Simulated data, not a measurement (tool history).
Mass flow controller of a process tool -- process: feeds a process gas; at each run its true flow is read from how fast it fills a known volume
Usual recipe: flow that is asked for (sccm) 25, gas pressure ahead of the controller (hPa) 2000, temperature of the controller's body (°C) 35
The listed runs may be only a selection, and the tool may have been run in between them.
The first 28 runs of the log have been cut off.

run	hour	flow that is asked for (sccm)	gas pressure ahead of the controller (hPa)	temperature of the controller's body (°C)	hours of work since the controller was set to zero	hours of work since the controller was changed	true flow (%)
29	2492.5	14	1420	35	3608	3608	100.46
30	2572.7	17	1600	29	3648	3648	99.87
31	2621.5	17	1600	29	3673	3673	100.1
32	2681.6	25	2540	27	3703	3703	99.47
33	2736.6	25	2000	36	3730	3730	100.08
34	2813.3	25	2000	36	3769	3769	100.23
35	2882.2	25	2710	23	3803	3803	99.1
36	2946.6	25	2710	23	3835	3835	99.25
37	2995.4	18	2280	23	3860	3860	99.36
38	3091.8	18	1480	24	3908	3908	99.78
39	3154.5	17	2570	24	3939	3939	99.41
40	3216	17	2570	24	3970	3970	99.39
41	3305.6	17	2570	24	4015	4015	99.37
42	3403.6	17	1590	24	4064	4064	99.9
43	3470.6	12	2030	26	4097	4097	100.05
44	3527	28	2480	27	4126	4126	99.59

Here are 3 independent what-if runs from the current tool condition. What would each one return?
A	3577.9	25	2000	23	4151	4151	?
B	3577.9	5	2000	35	4151	4151	?
C	3577.9	25	1550	31	4151	4151	?

run	true flow (%)
A	99.7
B	102.72
C	100.24
With the hidden condition removed and each run's random variation left untouched, the same runs would have given:
run	true flow (%)
A	98.76
B	98.49
C	99.3
